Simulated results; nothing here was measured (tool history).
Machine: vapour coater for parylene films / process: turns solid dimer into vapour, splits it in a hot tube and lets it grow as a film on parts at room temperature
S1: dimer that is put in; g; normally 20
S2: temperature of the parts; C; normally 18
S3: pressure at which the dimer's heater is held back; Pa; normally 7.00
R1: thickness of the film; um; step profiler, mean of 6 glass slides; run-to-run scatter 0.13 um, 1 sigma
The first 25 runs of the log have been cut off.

{"run": 26, "hour": 662.3, "S1": 34, "S2": 18, "S3": 2.97, "R1": 28.84}
{"run": 27, "hour": 692.7, "S1": 34, "S2": 22, "S3": 5.23, "R1": 23.6}
{"run": 28, "hour": 722.5, "S1": 34, "S2": 22, "S3": 5.23, "R1": 23.45}
{"run": 29, "hour": 742.3, "S1": 34, "S2": 22, "S3": 5.23, "R1": 23.5}
{"run": 30, "hour": 773.6, "S1": 20, "S2": 16, "S3": 3.4, "R1": 17.98}
{"run": 31, "hour": 794.4, "S1": 20, "S2": 12, "S3": 7.0, "R1": 19.14}
{"hour": 806.5, "done": "trap's valve overhauled"}
{"run": 32, "hour": 828.2, "S1": 20, "S2": 19, "S3": 4.03, "R1": 15.87}
{"run": 33, "hour": 842.8, "S1": 20, "S2": 26, "S3": 7.0, "R1": 11.49}
{"run": 34, "hour": 869.7, "S1": 32, "S2": 19, "S3": 7.0, "R1": 23.78}
{"run": 35, "hour": 899.8, "S1": 14, "S2": 12, "S3": 11.07, "R1": 12.81}
{"run": 36, "hour": 916.3, "S1": 20, "S2": 18, "S3": 2.14, "R1": 18.07}
{"run": 37, "hour": 946.6, "S1": 20, "S2": 18, "S3": 5.58, "R1": 16.03}
{"run": 38, "hour": 978.9, "S1": 16, "S2": 28, "S3": 5.82, "R1": 8.58}
{"run": 39, "hour": 1000.5, "S1": 15, "S2": 25, "S3": 2.32, "R1": 10.18}
{"run": 40, "hour": 1025.0, "S1": 10, "S2": 10, "S3": 9.58, "R1": 10.14}
{"run": 41, "hour": 1043.6, "S1": 10, "S2": 10, "S3": 9.58, "R1": 10.01}

4 options for the next run, each taken on its own from the tool as it stands now. Forecast them:
{"run": "A", "hour": 1074.9, "S1": 20, "S2": 20, "S3": 3.66, "R1": "?"}
{"run": "B", "hour": 1074.9, "S1": 8, "S2": 20, "S3": 7.49, "R1": "?"}
{"run": "C", "hour": 1074.9, "S1": 35, "S2": 12, "S3": 4.8, "R1": "?"}
{"run": "D", "hour": 1074.9, "S1": 16, "S2": 11, "S3": 3.24, "R1": "?"}

run=A R1=15.39
run=B R1=5.70
run=C R1=35.62
run=D R1=17.53
Without the tool's hidden state the same runs would have given:
run=A R1=15.45
run=B R1=5.72
run=C R1=35.75
run=D R1=17.60
